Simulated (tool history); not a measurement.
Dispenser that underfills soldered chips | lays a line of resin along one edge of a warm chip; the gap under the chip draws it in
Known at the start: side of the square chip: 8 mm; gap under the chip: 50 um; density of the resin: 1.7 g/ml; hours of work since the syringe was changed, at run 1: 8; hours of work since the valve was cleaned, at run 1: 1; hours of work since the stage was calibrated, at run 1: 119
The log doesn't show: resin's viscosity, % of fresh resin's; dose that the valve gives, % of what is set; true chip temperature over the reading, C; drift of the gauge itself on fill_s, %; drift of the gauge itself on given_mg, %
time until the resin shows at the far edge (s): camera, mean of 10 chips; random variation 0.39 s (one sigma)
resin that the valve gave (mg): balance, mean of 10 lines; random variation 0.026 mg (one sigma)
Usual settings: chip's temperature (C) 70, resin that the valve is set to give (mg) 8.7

run	day	chip's temperature (C)	resin that the valve is set to give (mg)	hours of work since the syringe was changed	hours of work since the valve was cleaned	hours of work since the stage was calibrated	time until the resin shows at the far edge (s)	resin that the valve gave (mg)
1	0	70	8.7	8	1	119	33.5	8.7
# day 0.062: new syringe of resin
2	0.171	70	8.7	2	4	122	25.7	8.67
3	0.392	70	8	5	8	125	30.6	7.94
# day 0.592: new syringe of resin
4	0.621	70	8	1	11	129	24.9	7.91
5	0.779	70	8	3	14	132	28	7.89
6	0.896	63	8	5	16	134	39.8	7.92
7	1.067	78	8.7	8	19	136	24.1	8.57
# day 1.121: new syringe of resin
8	1.212	70	10.96	2	21	139	25.3	10.75
9	1.433	70	10.47	5	25	142	29.2	10.28
10	1.583	70	8.07	8	27	145	32.8	7.94
# day 1.658: new syringe of resin
11	1.704	74	10.83	1	29	147	20.7	10.61
12	1.829	75	8.96	3	31	149	23.2	8.76
13	1.942	75	8.48	5	33	151	24.3	8.29

Forecast each of these 4 alternatives for the next run:
A	2.079	68	9.56	7	35	153	?	?
B	2.079	60	10.76	7	35	153	?	?
C	2.079	57	8.48	7	35	153	?	?
D	2.079	70	9.21	7	35	153	?	?

run	time until the resin shows at the far edge (s)	resin that the valve gave (mg)
A	34.9	9.3
B	47.5	10.46
C	52.5	8.26
D	31.8	8.93
Without the tool's hidden state the same runs would have given:
run	time until the resin shows at the far edge (s)	resin that the valve gave (mg)
A	26.7	9.56
B	36.5	10.75
C	40.2	8.49
D	24.2	9.18
